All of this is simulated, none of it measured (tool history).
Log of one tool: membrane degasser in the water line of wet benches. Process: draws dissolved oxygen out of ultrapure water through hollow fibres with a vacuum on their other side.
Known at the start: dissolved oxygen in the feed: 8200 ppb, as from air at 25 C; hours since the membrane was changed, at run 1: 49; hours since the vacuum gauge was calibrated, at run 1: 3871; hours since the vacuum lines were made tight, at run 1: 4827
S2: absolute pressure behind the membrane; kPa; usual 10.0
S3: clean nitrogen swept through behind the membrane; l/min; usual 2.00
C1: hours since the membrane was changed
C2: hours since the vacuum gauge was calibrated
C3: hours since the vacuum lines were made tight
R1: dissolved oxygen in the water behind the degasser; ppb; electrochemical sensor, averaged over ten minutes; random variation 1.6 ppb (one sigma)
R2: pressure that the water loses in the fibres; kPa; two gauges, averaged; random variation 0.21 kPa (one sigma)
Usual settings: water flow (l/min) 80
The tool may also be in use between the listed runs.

{"run": 1, "day": 0.0, "water flow (l/min)": 80, "S2": 10.0, "S3": 2.0, "C1": 49, "C2": 3871, "C3": 4827, "R1": 531.5, "R2": 51.55}
{"run": 2, "day": 4.812, "water flow (l/min)": 80, "S2": 10.0, "S3": 2.0, "C1": 164, "C2": 3987, "C3": 4943, "R1": 529.8, "R2": 51.35}
{"run": 3, "day": 8.754, "water flow (l/min)": 80, "S2": 23.7, "S3": 2.0, "C1": 259, "C2": 4082, "C3": 5037, "R1": 1427.1, "R2": 51.32}
{"run": 4, "day": 13.112, "water flow (l/min)": 80, "S2": 23.7, "S3": 2.0, "C1": 364, "C2": 4186, "C3": 5142, "R1": 1433.7, "R2": 51.65}
{"day": 15.871, "done": "vacuum gauge calibrated"}
{"run": 5, "day": 18.038, "water flow (l/min)": 80, "S2": 23.7, "S3": 3.3, "C1": 481, "C2": 52, "C3": 5260, "R1": 984.7, "R2": 51.31}
{"run": 6, "day": 23.038, "water flow (l/min)": 80, "S2": 10.0, "S3": 3.15, "C1": 601, "C2": 172, "C3": 5380, "R1": 377.3, "R2": 51.64}
{"run": 7, "day": 28.229, "water flow (l/min)": 80, "S2": 10.0, "S3": 3.15, "C1": 726, "C2": 297, "C3": 5504, "R1": 374.5, "R2": 51.55}
{"run": 8, "day": 31.875, "water flow (l/min)": 84, "S2": 10.0, "S3": 2.0, "C1": 813, "C2": 384, "C3": 5592, "R1": 556.0, "R2": 53.94}
{"run": 9, "day": 39.154, "water flow (l/min)": 84, "S2": 10.0, "S3": 2.0, "C1": 988, "C2": 559, "C3": 5766, "R1": 554.6, "R2": 53.75}
{"day": 43.733, "done": "vacuum gauge calibrated, once more"}
{"run": 10, "day": 43.733, "water flow (l/min)": 84, "S2": 10.0, "S3": 2.0, "C1": 1097, "C2": 0, "C3": 5876, "R1": 554.0, "R2": 54.19}
{"run": 11, "day": 49.933, "water flow (l/min)": 59, "S2": 11.3, "S3": 2.0, "C1": 1246, "C2": 149, "C3": 6025, "R1": 489.5, "R2": 38.09}
{"run": 12, "day": 53.362, "water flow (l/min)": 78, "S2": 10.0, "S3": 2.62, "C1": 1329, "C2": 231, "C3": 6107, "R1": 427.0, "R2": 50.37}
{"run": 13, "day": 60.267, "water flow (l/min)": 78, "S2": 15.6, "S3": 2.62, "C1": 1494, "C2": 397, "C3": 6273, "R1": 737.1, "R2": 50.22}
{"run": 14, "day": 64.554, "water flow (l/min)": 76, "S2": 10.0, "S3": 3.46, "C1": 1597, "C2": 500, "C3": 6375, "R1": 332.4, "R2": 49.12}
{"run": 15, "day": 71.629, "water flow (l/min)": 86, "S2": 6.8, "S3": 4.96, "C1": 1767, "C2": 670, "C3": 6545, "R1": 159.0, "R2": 55.7}
{"run": 16, "day": 78.096, "water flow (l/min)": 61, "S2": 6.8, "S3": 0.97, "C1": 1922, "C2": 825, "C3": 6700, "R1": 403.4, "R2": 39.45}
{"run": 17, "day": 82.442, "water flow (l/min)": 80, "S2": 10.0, "S3": 4.46, "C1": 2026, "C2": 929, "C3": 6805, "R1": 285.0, "R2": 51.89}
{"run": 18, "day": 86.0, "water flow (l/min)": 75, "S2": 9.5, "S3": 5.41, "C1": 2112, "C2": 1014, "C3": 6890, "R1": 213.0, "R2": 48.16}
{"run": 19, "day": 91.671, "water flow (l/min)": 75, "S2": 9.5, "S3": 5.41, "C1": 2248, "C2": 1151, "C3": 7026, "R1": 212.6, "R2": 48.58}

Forecast each of these 3 alternatives for the next run:
{"run": "A", "day": 96.175, "water flow (l/min)": 117, "S2": 24.4, "S3": 2.0, "C1": 2356, "C2": 1259, "C3": 7134, "R1": "?", "R2": "?"}
{"run": "B", "day": 96.175, "water flow (l/min)": 80, "S2": 17.8, "S3": 4.54, "C1": 2356, "C2": 1259, "C3": 7134, "R1": "?", "R2": "?"}
{"run": "C", "day": 96.175, "water flow (l/min)": 60, "S2": 9.5, "S3": 0.9, "C1": 2356, "C2": 1259, "C3": 7134, "R1": "?", "R2": "?"}

run=A R1=1904.1 R2=75.57
run=B R1=561.6 R2=51.78
run=C R1=700.0 R2=39.02
Without the tool's hidden state the same runs would have given:
run=A R1=1898.6 R2=74.57
run=B R1=555.4 R2=51.09
run=C R1=696.1 R2=38.51
